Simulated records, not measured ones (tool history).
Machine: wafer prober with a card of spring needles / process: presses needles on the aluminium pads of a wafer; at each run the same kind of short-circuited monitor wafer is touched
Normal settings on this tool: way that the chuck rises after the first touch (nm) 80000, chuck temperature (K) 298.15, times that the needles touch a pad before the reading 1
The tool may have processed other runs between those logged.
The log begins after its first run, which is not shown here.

run,hour,way that the chuck rises after the first touch (nm),chuck temperature (K),times that the needles touch a pad before the reading,touches since the tips were cleaned,cleanings since the card got new needles,touches since the first contact's height was set,resistance of one needle with its contact and lead (mohm),way that a needle slides on the pad (nm)
# hour 20.4: tips cleaned on abrasive film
2,21.1,80000,298.15,1,228,41,173967,231,20230
3,36.8,80000,298.15,1,5339,41,179078,228,20270
# hour 45.5: tips cleaned on abrasive film
4,50.5,80000,298.15,1,1651,42,183511,229,20350
# hour 61.4: height of the first contact set anew
5,64.9,85000,298.15,1,6240,42,1162,230,21590
# hour 71.3: tips cleaned on abrasive film
6,81.9,82000,298.15,1,3434,43,6637,229,20880
# hour 96.5: tips cleaned on abrasive film
7,103.5,82000,298.15,1,2269,44,13625,233,20820
8,117,82000,298.15,1,6661,44,18017,230,20850
# hour 121.3: tips cleaned on abrasive film
9,141.1,82000,298.15,1,6433,45,25830,226,20830
# hour 147.3: tips cleaned on abrasive film
10,169,82000,298.15,1,7039,46,34878,227,20760
# hour 171.9: tips cleaned on abrasive film
11,192.1,82000,298.15,1,6562,47,42371,230,20870
# hour 197.7: tips cleaned on abrasive film
12,206.4,82000,298.15,1,2817,48,46984,230,20830
# hour 223.3: tips cleaned on abrasive film
13,229.5,82000,298.15,1,2021,49,54466,234,20780
# hour 248.7: tips cleaned on abrasive film
14,250.7,82000,298.15,1,637,50,61322,231,20780
# hour 274.4: tips cleaned on abrasive film
15,274.8,82000,298.15,1,143,51,69158,228,20820
# hour 299.5: tips cleaned on abrasive film
16,299.5,80000,298.15,1,0,52,77159,232,20360
17,319.9,80000,298.15,1,6626,52,83785,227,20350
# hour 324.1: tips cleaned on abrasive film
18,334,80000,298.15,2,3207,53,88326,234,20370
# hour 349.5: tips cleaned on abrasive film
19,349.5,75000,350.15,1,0,54,93356,246,19090
20,367.9,80000,328.15,2,5986,54,99342,238,20330
# hour 374.1: tips cleaned on abrasive film
21,386.1,81000,298.15,2,3912,55,105237,229,20530
# hour 399.9: tips cleaned on abrasive film
22,401.8,63000,311.15,2,594,56,110291,234,15940

Run 23 comes next. What will it give?
23,421.5,62000,311.15,2,7017,56,116714,?,?

resistance of one needle with its contact and lead (mohm): 238
way that a needle slides on the pad (nm): 15720
With the hidden condition absent and the run-to-run variation left alone, this run would have shown resistance of one needle with its contact and lead (mohm) 237, way that a needle slides on the pad (nm) 15720.

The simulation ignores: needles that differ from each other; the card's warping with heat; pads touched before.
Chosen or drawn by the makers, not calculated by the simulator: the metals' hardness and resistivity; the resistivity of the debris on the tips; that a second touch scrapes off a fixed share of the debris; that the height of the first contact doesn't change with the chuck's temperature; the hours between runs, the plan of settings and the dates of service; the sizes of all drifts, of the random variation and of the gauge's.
